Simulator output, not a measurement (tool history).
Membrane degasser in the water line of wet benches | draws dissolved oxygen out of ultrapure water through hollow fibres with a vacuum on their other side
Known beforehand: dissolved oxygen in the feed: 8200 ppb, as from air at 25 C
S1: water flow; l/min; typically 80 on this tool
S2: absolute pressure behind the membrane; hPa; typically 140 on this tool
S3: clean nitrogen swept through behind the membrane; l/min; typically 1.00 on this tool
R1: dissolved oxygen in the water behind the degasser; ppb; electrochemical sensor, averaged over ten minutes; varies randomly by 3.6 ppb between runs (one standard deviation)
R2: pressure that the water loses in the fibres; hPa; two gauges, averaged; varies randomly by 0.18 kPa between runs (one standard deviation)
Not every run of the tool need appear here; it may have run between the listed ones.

run,hour,S1,S2,S3,R1,R2
1,0.0,80,140,1.00,1302.0,317.8
2,155.1,80,140,1.00,1301.1,322.7
3,269.2,80,140,1.00,1300.7,319.4
4,413.6,80,140,1.00,1298.1,324.1
5,615.6,80,98,1.00,843.9,323.0
6,733.7,80,140,1.00,1302.7,324.1
7,968.3,80,140,1.00,1302.6,323.3
8,1098.8,80,140,0.54,1841.3,325.9
9,1292.8,80,237,1.00,2208.1,323.2
10,1461.7,80,237,1.00,2222.5,323.3
# hour 1482.5: vacuum gauge calibrated
11,1676.3,80,237,1.00,2220.4,328.4
12,1835.6,96,140,1.00,1471.8,389.5
# hour 1931.4: vacuum gauge calibrated, once more
13,2050.7,96,140,1.00,1441.7,388.5
14,2228.6,80,140,1.00,1293.0,325.6
15,2428.2,80,140,1.00,1286.0,326.7
16,2579.1,80,331,1.00,2918.1,329.6
17,2715.1,62,122,1.18,836.4,250.8
18,2874.3,62,143,1.66,787.8,254.5
# hour 2897.0: seals of the vacuum lines changed
19,3096.3,71,289,1.66,1790.2,291.1
20,3204.2,71,289,1.66,1782.8,288.3
21,3334.0,109,122,1.00,1339.3,446.1
22,3541.5,73,185,1.15,1518.8,296.5
23,3678.3,80,140,1.36,1074.0,330.0
24,3810.0,80,221,2.46,1146.9,326.4
25,3987.6,80,221,2.46,1149.4,327.2
26,4103.3,59,104,1.00,745.1,241.8
27,4352.9,106,109,0.50,1636.4,435.5
28,4555.3,106,109,0.50,1647.0,437.5
29,4662.2,115,253,1.18,2625.6,476.2
30,4820.0,56,289,0.41,3461.4,234.4
31,4939.3,74,208,1.36,1552.3,308.2
32,5167.5,74,220,0.72,2404.1,302.8

4 ways to go on from here, each from the tool as it stands after run 32. What would each give?
A,5320.8,88,97,1.00,?,?
B,5320.8,87,128,0.72,?,?
C,5320.8,50,220,0.72,?,?
D,5320.8,87,145,0.55,?,?

run,R1,R2
A,899.5,367.5
B,1511.7,362.8
C,1905.9,207.4
D,1985.1,358.1
The same runs, with their run-to-run variation unchanged, on a tool lacking any hidden condition would have given:
run,R1,R2
A,864.1,349.4
B,1474.1,344.9
C,1883.9,197.1
D,1945.7,340.3
